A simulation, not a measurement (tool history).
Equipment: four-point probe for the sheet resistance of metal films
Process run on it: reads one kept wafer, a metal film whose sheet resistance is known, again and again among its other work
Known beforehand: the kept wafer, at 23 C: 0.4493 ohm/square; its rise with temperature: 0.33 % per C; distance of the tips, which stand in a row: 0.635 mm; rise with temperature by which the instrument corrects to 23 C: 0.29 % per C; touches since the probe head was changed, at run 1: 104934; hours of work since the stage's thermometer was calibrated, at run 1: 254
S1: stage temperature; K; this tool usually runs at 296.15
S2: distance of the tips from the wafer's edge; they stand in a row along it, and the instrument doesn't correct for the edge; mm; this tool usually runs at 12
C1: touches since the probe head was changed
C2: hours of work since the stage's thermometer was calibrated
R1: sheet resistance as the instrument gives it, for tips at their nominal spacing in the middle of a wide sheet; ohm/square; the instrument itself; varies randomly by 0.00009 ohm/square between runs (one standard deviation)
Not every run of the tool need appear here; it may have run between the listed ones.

run,hour,S1,S2,C1,C2,R1
1,0,296.15,12,104934,254,0.45411
2,75,296.15,8,107878,290,0.455249
3,142.3,296.15,8,110517,321,0.455024
4,202.4,296.15,8,112877,350,0.455203
5,237.1,296.15,75,114240,366,0.453659
6,311.7,296.15,75,117165,401,0.45369
7,374.3,296.15,75,119625,431,0.453704
8,406.5,296.15,4,120888,446,0.459859
9,450.6,296.15,4,122618,467,0.459636
10,507.9,296.15,15,124867,494,0.454203
11,572.6,305.15,15,127406,524,0.455903
12,603.8,305.15,15,128631,539,0.45604
13,654,296.15,12,130600,562,0.45455
14,695.8,296.15,12,132243,582,0.454698
15,756.3,296.15,12,134614,611,0.454387
16,790.4,296.15,12,135954,627,0.45461
17,859.9,294.15,12,138680,659,0.454307
18,934.6,296.15,12,141613,695,0.454667
# hour 973.9: new probe head fitted
19,985.3,296.15,54,445,718,0.447808
20,1053.4,307.15,54,3118,750,0.449551
21,1092.2,294.15,39,4641,768,0.447413
22,1164.2,295.15,62,7467,802,0.447544
23,1215.6,291.15,12,9484,827,0.447378
24,1250.1,295.15,4,10840,843,0.45355
25,1323.6,292.15,11,13723,877,0.447968
26,1367.1,296.15,13,15429,898,0.448292
27,1404.5,296.15,12,16899,916,0.448503
28,1458.4,296.15,12,19012,941,0.448523
29,1530.4,293.15,11,21839,975,0.448128
30,1564.1,304.15,11,23162,991,0.449957
31,1606.1,304.15,11,24811,1011,0.450067
32,1662.3,292.15,11,27013,1037,0.448018
33,1708.7,303.15,53,28836,1059,0.449227
34,1775.5,298.15,5,31457,1090,0.45222
35,1828.7,298.15,5,33547,1115,0.452166

Each row is a separate what-if for the run after 35, all from the same tool condition, not one after another. Results?
A,1871.9,303.15,69,35240,1136,?
B,1871.9,291.15,3,35240,1136,?
C,1871.9,295.15,13,35240,1136,?
D,1871.9,292.15,20,35240,1136,?

run,R1
A,0.449326
B,0.457609
C,0.448345
D,0.447366
Stripped of hidden state, with their random variation kept, the same runs would have yielded:
run,R1
A,0.450634
B,0.458954
C,0.44966
D,0.448682
